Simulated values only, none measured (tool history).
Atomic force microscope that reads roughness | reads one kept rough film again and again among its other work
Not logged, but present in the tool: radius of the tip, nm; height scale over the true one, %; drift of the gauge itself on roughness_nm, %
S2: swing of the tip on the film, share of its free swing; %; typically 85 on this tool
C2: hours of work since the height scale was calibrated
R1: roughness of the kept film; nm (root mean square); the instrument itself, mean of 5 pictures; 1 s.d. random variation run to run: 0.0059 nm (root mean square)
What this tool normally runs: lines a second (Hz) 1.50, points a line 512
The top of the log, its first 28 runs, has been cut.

Run 29, hour 834.1: usual settings but S2 71 %, points a line 417; pictures with this tip 127; C2 1374. Result: R1 1.186 nm (root mean square).
Run 30, hour 858.5: usual settings but lines a second (Hz) 0.79, S2 56 %, points a line 880; pictures with this tip 176; C2 1389. Result: R1 1.258 nm (root mean square).
At hour 901.5: new tip fitted.
Run 31, hour 901.9: usual settings but S2 60 %, points a line 264; pictures with this tip 1; C2 1414. Result: R1 1.209 nm (root mean square).
At hour 909.2: height scale calibrated on a step standard.
Run 32, hour 938.9: usual settings but points a line 966; pictures with this tip 73; C2 18. Result: R1 1.096 nm (root mean square).
Run 33, hour 970.8: usual settings but lines a second (Hz) 3.06, S2 88 %, points a line 435; pictures with this tip 136; C2 37. Result: R1 0.906 nm (root mean square).
Run 34, hour 999.6: usual settings but lines a second (Hz) 1.70, S2 88 %, points a line 428; pictures with this tip 194; C2 54. Result: R1 1.035 nm (root mean square).
Run 35, hour 1031.9: usual settings but lines a second (Hz) 1.90, S2 88 %, points a line 602; pictures with this tip 258; C2 73. Result: R1 1.023 nm (root mean square).
At hour 1034.8: new tip fitted.
Run 36, hour 1058.0: usual settings but lines a second (Hz) 0.90, S2 60 %; pictures with this tip 46; C2 88. Result: R1 1.253 nm (root mean square).

Consider 3 possible next runs. They are alternatives, not a sequence: every one starts from the tool as it was left by run 36. What does each give?
Run A, hour 1097.4: usual settings but lines a second (Hz) 1.52, S2 67 %; pictures with this tip 125; C2 112. Result: R1 ?.
Run B, hour 1097.4: usual settings but lines a second (Hz) 3.17, S2 55 %, points a line 686; pictures with this tip 125; C2 112. Result: R1 ?.
Run C, hour 1097.4: usual settings but lines a second (Hz) 0.71, S2 57 %, points a line 670; pictures with this tip 125; C2 112. Result: R1 ?.

run     R1
  A  1.200
  B  1.208
  C  1.259
With no hidden state in the tool, these same runs would have given:
run     R1
  A  1.202
  B  1.211
  C  1.262
